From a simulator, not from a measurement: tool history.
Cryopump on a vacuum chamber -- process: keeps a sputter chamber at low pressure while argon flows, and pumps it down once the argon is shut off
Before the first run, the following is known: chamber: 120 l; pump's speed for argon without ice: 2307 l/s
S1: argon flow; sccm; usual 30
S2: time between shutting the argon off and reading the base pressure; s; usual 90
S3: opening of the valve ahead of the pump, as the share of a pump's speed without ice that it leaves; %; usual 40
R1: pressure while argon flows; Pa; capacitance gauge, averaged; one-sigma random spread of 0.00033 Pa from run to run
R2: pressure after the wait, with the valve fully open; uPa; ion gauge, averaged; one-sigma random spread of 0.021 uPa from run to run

run	hour	S1	S2	S3	R1	R2
1	0.0	30	90	40	0.0565	0.30
2	63.0	30	90	18	0.1243	0.34
3	115.8	30	90	18	0.1246	0.35
4	191.7	30	90	18	0.1246	0.38
5	291.2	30	90	40	0.0574	0.39
6	388.8	30	90	40	0.0575	0.41
7	468.5	30	90	40	0.0578	0.43
8	550.1	30	90	40	0.0578	0.41
9	637.0	30	90	40	0.0585	0.49
10	715.9	30	90	40	0.0588	0.50
11	793.5	30	90	40	0.0597	0.47
12	841.1	34	259	17	0.1520	0.34
# hour 853.0: pump warmed up, emptied and cooled again
13	899.3	23	32	40	0.0425	0.78
14	951.5	30	90	51	0.0441	0.47
15	998.4	19	90	51	0.0281	0.48
16	1091.7	19	90	51	0.0284	0.53
17	1191.4	26	144	19	0.1014	0.43
18	1281.3	26	144	19	0.1019	0.44
19	1342.3	17	54	50	0.0261	0.66
20	1402.1	21	147	36	0.0449	0.49
21	1491.2	21	147	22	0.0720	0.48
22	1585.5	21	147	22	0.0723	0.54

Hidden state or all else? Some run-to-run changes of R1, split into what the settings, what came in and random variation would give without the hidden state, and what is left for the hidden state (with any gauge scatter that isn't in both results):
Unlogged tool condition in this case: pump's speed, % of a pump's without ice; cold plate's temperature, K; leak into the chamber, uPa l/s; drift of the gauge itself on working_pa, %; drift of the gauge itself on base_upa, %.
Run 11 -> 12: S1 30 -> 34, S2 90 -> 259, S3 40 -> 17. R1 +0.0923 Pa: hidden state +0.0010, all else +0.0913.
Run 12 -> 13: S1 34 -> 23, S2 259 -> 32, S3 17 -> 40, pump warmed up, emptied and cooled again. R1 -0.1095 Pa: hidden state -0.0051, all else -0.1044.

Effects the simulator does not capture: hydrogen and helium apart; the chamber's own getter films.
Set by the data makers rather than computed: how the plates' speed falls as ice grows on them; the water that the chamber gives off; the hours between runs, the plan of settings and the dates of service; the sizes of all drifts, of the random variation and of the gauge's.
